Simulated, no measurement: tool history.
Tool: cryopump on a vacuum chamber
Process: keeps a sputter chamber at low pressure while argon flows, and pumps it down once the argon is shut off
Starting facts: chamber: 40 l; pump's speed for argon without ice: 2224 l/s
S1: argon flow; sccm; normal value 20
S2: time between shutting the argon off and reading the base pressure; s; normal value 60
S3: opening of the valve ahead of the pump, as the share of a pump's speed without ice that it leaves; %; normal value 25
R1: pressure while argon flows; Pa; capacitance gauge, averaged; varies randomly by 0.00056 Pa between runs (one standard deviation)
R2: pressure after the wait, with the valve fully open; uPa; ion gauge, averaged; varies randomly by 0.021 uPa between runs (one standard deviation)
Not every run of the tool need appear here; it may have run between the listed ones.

run,hour,S1,S2,S3,R1,R2
1,0.0,20,60,25,0.0651,1.18
2,23.2,20,59,25,0.0648,1.26
3,49.3,20,59,25,0.0651,1.25
4,70.2,20,59,25,0.0659,1.27
5,95.8,20,59,16,0.0998,1.30
# hour 113.5: leaking fittings of the chamber tightened, without venting
6,123.6,20,59,16,0.1005,0.52
7,137.8,20,59,16,0.1008,0.52
8,153.4,23,227,25,0.0762,0.28
9,172.5,23,227,25,0.0769,0.32
10,185.8,27,227,37,0.0645,0.28
11,205.8,9,39,18,0.0410,0.69

5 ways to go on from here, each from the tool as it stands after run 11. What would each give?
A,221.0,9,39,49,?,?
B,221.0,9,247,46,?,?
C,221.0,21,60,43,?,?
D,221.0,20,48,25,?,?
E,221.0,10,25,25,?,?

run,R1,R2
A,0.0170,0.68
B,0.0178,0.28
C,0.0438,0.52
D,0.0685,0.63
E,0.0339,0.99
With the hidden condition removed and each run's random variation left untouched, the same runs would have given:
run,R1,R2
A,0.0140,0.58
B,0.0148,0.19
C,0.0367,0.43
D,0.0618,0.54
E,0.0306,0.90
